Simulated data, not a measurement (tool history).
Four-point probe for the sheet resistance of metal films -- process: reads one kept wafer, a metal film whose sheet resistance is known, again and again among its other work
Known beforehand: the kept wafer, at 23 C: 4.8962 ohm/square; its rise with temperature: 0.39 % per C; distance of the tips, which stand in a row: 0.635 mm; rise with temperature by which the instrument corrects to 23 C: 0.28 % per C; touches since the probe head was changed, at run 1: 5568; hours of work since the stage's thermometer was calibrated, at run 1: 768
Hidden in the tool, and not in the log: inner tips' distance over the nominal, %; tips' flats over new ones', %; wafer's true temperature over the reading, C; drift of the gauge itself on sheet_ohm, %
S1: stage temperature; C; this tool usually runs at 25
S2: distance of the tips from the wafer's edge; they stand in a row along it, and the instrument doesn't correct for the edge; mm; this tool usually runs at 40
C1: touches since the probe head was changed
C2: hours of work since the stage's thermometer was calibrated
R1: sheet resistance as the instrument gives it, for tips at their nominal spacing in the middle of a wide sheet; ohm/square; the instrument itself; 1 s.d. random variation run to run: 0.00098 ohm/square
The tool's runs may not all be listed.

run,day,S1,S2,C1,C2,R1
1,0.000,25,40,5568,768,4.909091
2,0.508,25,40,6052,777,4.908004
3,1.233,25,40,6747,789,4.908501
4,1.812,25,40,7298,799,4.908732
5,2.238,25,40,7706,806,4.906877
6,2.617,25,40,8069,813,4.908633
7,3.462,19,40,8874,827,4.875983
8,3.892,25,40,9284,834,4.906108
9,4.446,25,40,9816,844,4.906691
10,5.275,34,40,10606,858,4.954316
11,5.779,34,40,11087,866,4.955225
12,6.496,25,40,11774,878,4.906727
13,7.271,25,40,12510,891,4.909949
14,7.846,25,40,13061,901,4.907240
15,8.646,25,40,13824,915,4.907556
16,9.325,25,40,14473,926,4.907757
17,9.862,25,40,14986,935,4.907081
18,10.292,25,40,15396,943,4.907740
19,10.796,25,40,15879,951,4.908229
20,11.629,25,40,16673,965,4.908300

Run 21 has not been measured yet. What should we expect?
21,12.058,25,40,17086,973,?

R1: 4.907414 ohm/square
With no hidden state in the tool, this same run would have given R1 4.906704 ohm/square.
